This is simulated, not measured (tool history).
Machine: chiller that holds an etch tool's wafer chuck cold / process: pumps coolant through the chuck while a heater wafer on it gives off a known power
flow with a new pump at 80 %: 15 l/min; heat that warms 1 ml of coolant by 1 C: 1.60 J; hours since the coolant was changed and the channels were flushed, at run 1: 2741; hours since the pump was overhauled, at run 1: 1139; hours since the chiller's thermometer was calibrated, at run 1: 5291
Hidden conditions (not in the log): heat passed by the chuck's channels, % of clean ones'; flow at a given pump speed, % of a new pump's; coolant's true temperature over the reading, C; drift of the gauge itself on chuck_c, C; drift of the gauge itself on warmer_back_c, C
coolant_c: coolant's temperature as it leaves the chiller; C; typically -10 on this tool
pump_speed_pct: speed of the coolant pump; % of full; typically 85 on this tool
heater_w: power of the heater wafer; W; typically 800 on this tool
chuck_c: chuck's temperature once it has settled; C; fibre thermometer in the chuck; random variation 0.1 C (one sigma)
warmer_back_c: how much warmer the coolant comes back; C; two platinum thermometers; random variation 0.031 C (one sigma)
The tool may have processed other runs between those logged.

run	day	coolant_c	pump_speed_pct	heater_w	hours since the coolant was changed and the channels were flushed	hours since the pump was overhauled	hours since the chiller's thermometer was calibrated	chuck_c	warmer_back_c
1	0	-10	85	800	2741	1139	5291	-4	1.92
2	4.204	-10	85	800	2842	1240	5392	-4.1	1.89
3	8.604	-10	85	800	2947	1346	5498	-3.9	1.92
4	11.917	-10	85	800	3027	1425	5578	-4	1.93
5	16.804	-10	85	800	3144	1543	5695	-4	1.94
# day 19.75: chiller's thermometer calibrated
6	21.454	-7	85	800	3255	1653	41	-1.1	1.9
7	26.679	-7	85	800	3380	1778	166	-1.1	1.92
8	31.804	-10	85	469	3503	1902	289	-6.5	1.12
9	34.796	-10	85	469	3575	1973	361	-6.4	1.15
10	39.942	-10	85	469	3698	2097	485	-6.4	1.14
11	43.383	-10	85	800	3781	2179	567	-4	1.98
12	46.579	-11	85	800	3858	2256	644	-4.9	1.94
13	51.95	-6	85	800	3987	2385	773	0	1.99
14	56.762	-6	85	800	4102	2501	888	0.3	1.96
15	59.254	-6	85	800	4162	2560	948	0.1	1.94
16	61.954	-6	85	1088	4227	2625	1013	2.3	2.68
17	64.317	-10	84	658	4283	2682	1070	-4.9	1.66
18	67.479	-10	84	658	4359	2758	1145	-5	1.62
19	70.75	-1	95	800	4438	2836	1224	4.6	1.77
20	75.992	-12	95	800	4563	2962	1350	-6.5	1.74
21	80.958	-11	73	649	4683	3081	1469	-5.2	1.9
22	83.9	-4	76	435	4753	3152	1540	-0.2	1.19
23	88.479	-19	88	1190	4863	3262	1649	-9.9	2.84
24	92.588	-10	98	970	4962	3360	1748	-3.4	2.1
25	97.604	-10	98	1122	5082	3481	1868	-2.1	2.41
26	101.008	-11	85	412	5164	3562	1950	-7.7	1.04
27	104.767	-11	85	412	5254	3653	2040	-7.7	1.03
28	107.379	-19	85	948	5317	3715	2103	-11.5	2.41
29	111.021	-1	89	578	5404	3803	2190	3.4	1.39
30	115.662	-5	84	747	5516	3914	2302	1	1.89
31	118.946	-5	84	747	5594	3993	2381	1	1.9
32	122.429	-5	84	747	5678	4076	2464	1.1	1.86

Consider 4 possible next runs. They are alternatives, not a sequence: every one starts from the tool as it was left by run 32. What does each give?
A	127.096	-5	84	519	5790	4188	2576	?	?
B	127.096	-10	90	1005	5790	4188	2576	?	?
C	127.096	0	85	441	5790	4188	2576	?	?
D	127.096	-20	85	744	5790	4188	2576	?	?

run	chuck_c	warmer_back_c
A	-0.8	1.3
B	-2.4	2.33
C	3.5	1.07
D	-14	1.81
With no hidden state in the tool, these same runs would have given:
run	chuck_c	warmer_back_c
A	-1.4	1.22
B	-3.4	2.19
C	2.9	1.01
D	-14.8	1.7

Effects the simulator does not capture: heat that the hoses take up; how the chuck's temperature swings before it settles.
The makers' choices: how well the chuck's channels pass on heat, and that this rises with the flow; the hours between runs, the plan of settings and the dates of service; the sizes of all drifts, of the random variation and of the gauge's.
